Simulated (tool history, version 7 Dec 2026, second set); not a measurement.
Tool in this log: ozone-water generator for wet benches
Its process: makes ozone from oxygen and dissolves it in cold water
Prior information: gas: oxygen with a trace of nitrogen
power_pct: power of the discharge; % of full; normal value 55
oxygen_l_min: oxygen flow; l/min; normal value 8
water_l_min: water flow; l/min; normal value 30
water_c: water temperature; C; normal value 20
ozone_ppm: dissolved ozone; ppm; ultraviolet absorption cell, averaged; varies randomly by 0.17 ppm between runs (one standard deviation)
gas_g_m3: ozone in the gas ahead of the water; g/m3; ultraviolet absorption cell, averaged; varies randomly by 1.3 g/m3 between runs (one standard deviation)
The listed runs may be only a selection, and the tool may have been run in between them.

{"run": 1, "day": 0.0, "power_pct": 55, "oxygen_l_min": 8, "water_l_min": 30, "water_c": 20, "ozone_ppm": 23.2, "gas_g_m3": 233.6}
{"run": 2, "day": 6.125, "power_pct": 55, "oxygen_l_min": 8, "water_l_min": 30, "water_c": 13, "ozone_ppm": 25.8, "gas_g_m3": 235.1}
{"run": 3, "day": 11.612, "power_pct": 55, "oxygen_l_min": 12.22, "water_l_min": 30, "water_c": 20, "ozone_ppm": 22.6, "gas_g_m3": 186.9}
{"run": 4, "day": 15.779, "power_pct": 55, "oxygen_l_min": 8, "water_l_min": 30, "water_c": 13, "ozone_ppm": 25.4, "gas_g_m3": 232.5}
{"run": 5, "day": 22.771, "power_pct": 55, "oxygen_l_min": 8, "water_l_min": 30, "water_c": 20, "ozone_ppm": 23.1, "gas_g_m3": 235.3}
{"run": 6, "day": 27.054, "power_pct": 55, "oxygen_l_min": 8, "water_l_min": 30, "water_c": 20, "ozone_ppm": 23.1, "gas_g_m3": 232.2}
{"run": 7, "day": 35.721, "power_pct": 55, "oxygen_l_min": 8, "water_l_min": 30, "water_c": 20, "ozone_ppm": 23.2, "gas_g_m3": 232.8}
{"run": 8, "day": 42.846, "power_pct": 55, "oxygen_l_min": 8, "water_l_min": 45, "water_c": 20, "ozone_ppm": 15.8, "gas_g_m3": 232}
{"run": 9, "day": 49.008, "power_pct": 55, "oxygen_l_min": 8, "water_l_min": 45, "water_c": 20, "ozone_ppm": 15.6, "gas_g_m3": 230.8}
{"run": 10, "day": 53.933, "power_pct": 95, "oxygen_l_min": 14.08, "water_l_min": 21, "water_c": 13, "ozone_ppm": 44.5, "gas_g_m3": 237.9}
{"run": 11, "day": 57.896, "power_pct": 49, "oxygen_l_min": 10.49, "water_l_min": 21, "water_c": 13, "ozone_ppm": 30.8, "gas_g_m3": 185.3}
{"run": 12, "day": 62.188, "power_pct": 74, "oxygen_l_min": 8.06, "water_l_min": 30, "water_c": 20, "ozone_ppm": 27.1, "gas_g_m3": 271.8}
{"day": 64.958, "done": "water thermometer calibrated"}
{"run": 13, "day": 65.788, "power_pct": 74, "oxygen_l_min": 8.06, "water_l_min": 30, "water_c": 20, "ozone_ppm": 27.3, "gas_g_m3": 270.9}
{"run": 14, "day": 73.133, "power_pct": 74, "oxygen_l_min": 8.06, "water_l_min": 30, "water_c": 20, "ozone_ppm": 26.6, "gas_g_m3": 272.1}
{"run": 15, "day": 81.467, "power_pct": 74, "oxygen_l_min": 8.06, "water_l_min": 30, "water_c": 20, "ozone_ppm": 26.8, "gas_g_m3": 271.7}
{"run": 16, "day": 89.35, "power_pct": 63, "oxygen_l_min": 8.55, "water_l_min": 21, "water_c": 27, "ozone_ppm": 28.2, "gas_g_m3": 239.5}
{"run": 17, "day": 97.708, "power_pct": 50, "oxygen_l_min": 10.03, "water_l_min": 20, "water_c": 28, "ozone_ppm": 23.9, "gas_g_m3": 191.2}

Alternative continuations, all from the tool just after run 17; predict every row:
{"run": "A", "day": 104.979, "power_pct": 55, "oxygen_l_min": 4.39, "water_l_min": 30, "water_c": 20, "ozone_ppm": "?", "gas_g_m3": "?"}
{"run": "B", "day": 104.979, "power_pct": 92, "oxygen_l_min": 8.41, "water_l_min": 20, "water_c": 18, "ozone_ppm": "?", "gas_g_m3": "?"}
{"run": "C", "day": 104.979, "power_pct": 40, "oxygen_l_min": 10.03, "water_l_min": 29, "water_c": 27, "ozone_ppm": "?", "gas_g_m3": "?"}
{"run": "D", "day": 104.979, "power_pct": 55, "oxygen_l_min": 12.49, "water_l_min": 30, "water_c": 20, "ozone_ppm": "?", "gas_g_m3": "?"}
{"run": "E", "day": 104.979, "power_pct": 75, "oxygen_l_min": 8, "water_l_min": 19, "water_c": 16, "ozone_ppm": "?", "gas_g_m3": "?"}

run=A ozone_ppm=21.4 gas_g_m3=313.9
run=B ozone_ppm=43.2 gas_g_m3=298.6
run=C ozone_ppm=16.9 gas_g_m3=168.8
run=D ozone_ppm=21.5 gas_g_m3=178.7
run=E ozone_ppm=40.7 gas_g_m3=270.7
What these runs would have given with no unlogged condition in the tool:
run=A ozone_ppm=22.8 gas_g_m3=326.7
run=B ozone_ppm=46.6 gas_g_m3=315.4
run=C ozone_ppm=17.9 gas_g_m3=174.1
run=D ozone_ppm=23 gas_g_m3=186
run=E ozone_ppm=43.6 gas_g_m3=284.4
